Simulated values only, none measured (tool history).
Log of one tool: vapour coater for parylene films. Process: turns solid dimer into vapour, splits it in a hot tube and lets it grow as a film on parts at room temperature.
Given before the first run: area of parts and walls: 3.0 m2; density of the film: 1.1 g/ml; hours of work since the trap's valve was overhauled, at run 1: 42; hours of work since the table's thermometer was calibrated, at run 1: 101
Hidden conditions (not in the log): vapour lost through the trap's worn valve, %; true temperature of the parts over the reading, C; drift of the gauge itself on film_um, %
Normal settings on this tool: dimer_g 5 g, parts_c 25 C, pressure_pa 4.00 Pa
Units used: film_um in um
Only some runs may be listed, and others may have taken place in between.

run,hour,dimer_g,parts_c,pressure_pa,hours of work since the trap's valve was overhauled,hours of work since the table's thermometer was calibrated,film_um
1,0.0,5,25,4.00,42,101,0.77
2,27.6,5,25,4.00,65,124,0.81
3,71.8,5,36,4.00,102,161,0.65
4,97.5,3,25,4.00,123,183,0.44
5,148.2,3,25,4.00,166,225,0.43
6,188.3,3,25,4.00,199,259,0.43
7,232.6,3,25,4.00,236,296,0.42
# hour 243.6: trap's valve overhauled
8,270.6,3,25,4.00,23,324,0.46
9,316.7,3,25,4.00,61,363,0.47
10,369.3,3,25,4.00,105,407,0.44
11,407.6,3,37,4.00,137,439,0.37
12,461.3,3,37,4.00,182,484,0.32
13,492.9,7,25,8.00,209,511,0.83
# hour 535.6: trap's valve overhauled
14,540.9,5,23,4.00,4,548,0.84
15,564.4,4,31,5.57,24,567,0.54
16,613.1,5,28,5.42,65,608,0.67
17,652.9,4,17,6.91,98,641,0.61
18,676.1,3,28,4.35,118,661,0.42
19,711.2,5,18,11.29,147,690,0.67
20,739.3,5,29,2.34,171,714,0.73
21,786.0,6,29,2.34,210,753,0.89
22,811.6,6,26,2.34,231,774,0.92
# hour 827.9: trap's valve overhauled
23,866.1,5,18,4.00,32,816,0.89
24,899.7,5,18,4.00,60,845,0.90

Hidden state at the last listed run before each entry between runs and at the first one after, where it differs:
Runs 7 to 8: trap's valve overhauled (hour 243.6)
  vapour lost through the trap's worn valve, %: 15.1 -> 1.9; true temperature of the parts over the reading, C: 0.2 -> 0.22
  measured result minus the result with no hidden state, film_um: -0.07 -> -0.02 um
Runs 13 to 14: trap's valve overhauled (hour 535.6)
  vapour lost through the trap's worn valve, %: 13.2 -> 0.4; true temperature of the parts over the reading, C: 0.36 -> 0.38
  measured result minus the result with no hidden state, film_um: -0.14 -> -0.01 um
Runs 22 to 23: trap's valve overhauled (hour 827.9)
  vapour lost through the trap's worn valve, %: 14.6 -> 2.4; true temperature of the parts over the reading, C: 0.56 -> 0.59
  measured result minus the result with no hidden state, film_um: -0.17 -> -0.03 um
